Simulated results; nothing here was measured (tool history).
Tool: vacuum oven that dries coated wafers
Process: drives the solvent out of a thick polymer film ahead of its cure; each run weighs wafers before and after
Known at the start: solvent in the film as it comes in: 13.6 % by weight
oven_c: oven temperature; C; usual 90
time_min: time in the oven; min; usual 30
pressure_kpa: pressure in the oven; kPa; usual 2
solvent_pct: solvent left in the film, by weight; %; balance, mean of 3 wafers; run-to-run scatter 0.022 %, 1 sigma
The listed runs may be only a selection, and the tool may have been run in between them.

run    hour  oven_c  time_min  pressure_kpa  solvent_pct
  1       0      90        30             2         1.11
  2    47.7      90        30             2         1.12
  3   132.8      90        30             2         1.13
  4   212.4      90        17             2         2.74
  5   263.2      90        17             2         2.68
  6   314.2      90        18             2          2.5
  7   352.6      90        30             2         1.17
  8   417.7      90        43             2         0.72
  9   502.4      90        30             2         1.16
 10   557.7      90        30             2         1.22
 11   636.4      90        30          5.87         2.05
 12   696.7      90        30          5.87         1.96
 13   778.2      90        30          5.87         2.05
 14     825      90        30          5.87         2.03
 15   883.3      90        30          5.87         2.08
 16   955.8      90        30             2         1.29
 17  1002.7      90        30             2         1.32
     1031.2  -- vacuum gauge cleaned of residue and calibrated
 18  1088.5      90        30             2         1.21
 19  1142.2      90        30             2         1.21
 20  1182.2      90        30             2         1.28
 21  1255.3      90        30          1.03         1.07
 22  1310.7      90        30             2         1.27
 23  1377.9      82        30             2         2.95
 24  1451.6      84        24             2         3.27
 25  1514.5      84        17             2         4.62
 26  1569.5      84        32          1.68         2.24
 27  1642.7      84        32          1.68          2.3
 28  1684.8      84        32          1.68         2.33
 29  1757.2      91        30          3.85         1.58
 30  1806.8      92        25           1.4         1.35
 31  1871.3      92        25           1.4         1.34
 32  1941.6      77        15           1.4         6.95
 33  2019.1      85        17          2.71         4.65
 34  2093.1      80        24          4.69         5.28
 35  2129.6      99        32          6.54         1.23
     2186.7  -- oven's thermocouples calibrated
 36  2215.8      99        32          6.54         1.11
 37  2260.4      90        50             2         0.61
 38  2333.4      90        51          3.91         0.99
 39  2417.9      88        32          6.35         2.33
 40  2477.2     100        30             2         0.41
 41  2516.4     100        30             2         0.43
     2531.5  -- vacuum gauge cleaned of residue and calibrated
 42  2576.2     100        30             2         0.37
 43  2651.9      77        31          1.32         3.73
 44  2702.7      77        31          1.32         3.77
 45  2764.2      86        48          1.18         0.71
 46  2837.1     103        32             2         0.26

Alternative continuations, all from the tool just after run 46; predict every row:
  A  2898.5      88        40          1.09            ?
  B  2898.5      90        37          6.78            ?
  C  2898.5      82        30             2            ?
  D  2898.5     101        30           2.7            ?
  E  2898.5     104        19             2            ?

run  solvent_pct
  A         0.75
  B         1.88
  C         2.82
  D         0.46
  E         0.45
With no hidden state in the tool, these same runs would have given:
run  solvent_pct
  A         0.64
  B         1.75
  C         2.58
  D         0.42
  E         0.39

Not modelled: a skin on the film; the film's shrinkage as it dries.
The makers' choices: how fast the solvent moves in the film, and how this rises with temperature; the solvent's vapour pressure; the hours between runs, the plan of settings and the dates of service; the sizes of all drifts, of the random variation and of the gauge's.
